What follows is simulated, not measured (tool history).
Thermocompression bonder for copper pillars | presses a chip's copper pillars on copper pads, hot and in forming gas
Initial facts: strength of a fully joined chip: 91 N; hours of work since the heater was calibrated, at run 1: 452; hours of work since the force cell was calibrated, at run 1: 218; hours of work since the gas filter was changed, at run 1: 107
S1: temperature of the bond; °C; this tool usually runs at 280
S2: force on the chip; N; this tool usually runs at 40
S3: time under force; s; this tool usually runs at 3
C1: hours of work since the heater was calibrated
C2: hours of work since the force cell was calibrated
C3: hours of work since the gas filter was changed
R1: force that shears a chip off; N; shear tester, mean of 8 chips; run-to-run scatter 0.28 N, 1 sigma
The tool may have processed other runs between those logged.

Run 1, hour 0.0: usual settings; C1 452; C2 218; C3 107. Result: R1 52.0 N.
Run 2, hour 31.9: usual settings; C1 466; C2 232; C3 122. Result: R1 51.6 N.
Run 3, hour 50.4: usual settings; C1 474; C2 240; C3 130. Result: R1 52.1 N.
Run 4, hour 65.0: usual settings; C1 481; C2 247; C3 136. Result: R1 52.1 N.
Run 5, hour 97.7: usual settings but S1 291 °C; C1 495; C2 261; C3 151. Result: R1 56.5 N.
Run 6, hour 116.2: usual settings; C1 503; C2 269; C3 159. Result: R1 52.0 N.
Run 7, hour 135.8: usual settings; C1 512; C2 278; C3 168. Result: R1 52.3 N.
Run 8, hour 149.0: usual settings; C1 518; C2 284; C3 173. Result: R1 52.5 N.
Run 9, hour 174.8: usual settings; C1 529; C2 295; C3 185. Result: R1 52.3 N.
Run 10, hour 188.5: usual settings; C1 535; C2 301; C3 191. Result: R1 52.4 N.
Run 11, hour 205.2: usual settings; C1 543; C2 309; C3 198. Result: R1 52.1 N.
Run 12, hour 229.9: usual settings; C1 554; C2 320; C3 209. Result: R1 52.1 N.
Run 13, hour 252.9: usual settings; C1 564; C2 330; C3 220. Result: R1 51.7 N.
Run 14, hour 266.8: usual settings; C1 570; C2 336; C3 226. Result: R1 52.4 N.
Run 15, hour 293.0: usual settings but S3 9 s; C1 582; C2 348; C3 237. Result: R1 70.1 N.

Estimate the outcome of run 16 from the log above:
Run 16, hour 323.2: usual settings but S1 294 °C, S2 36 N; C1 595; C2 361; C3 251. Result: R1 ?.

Run 16 came out at R1 55.2 N.
On a tool with no hidden condition, and with the same random variation, this run would have come out at R1 55.3 N.
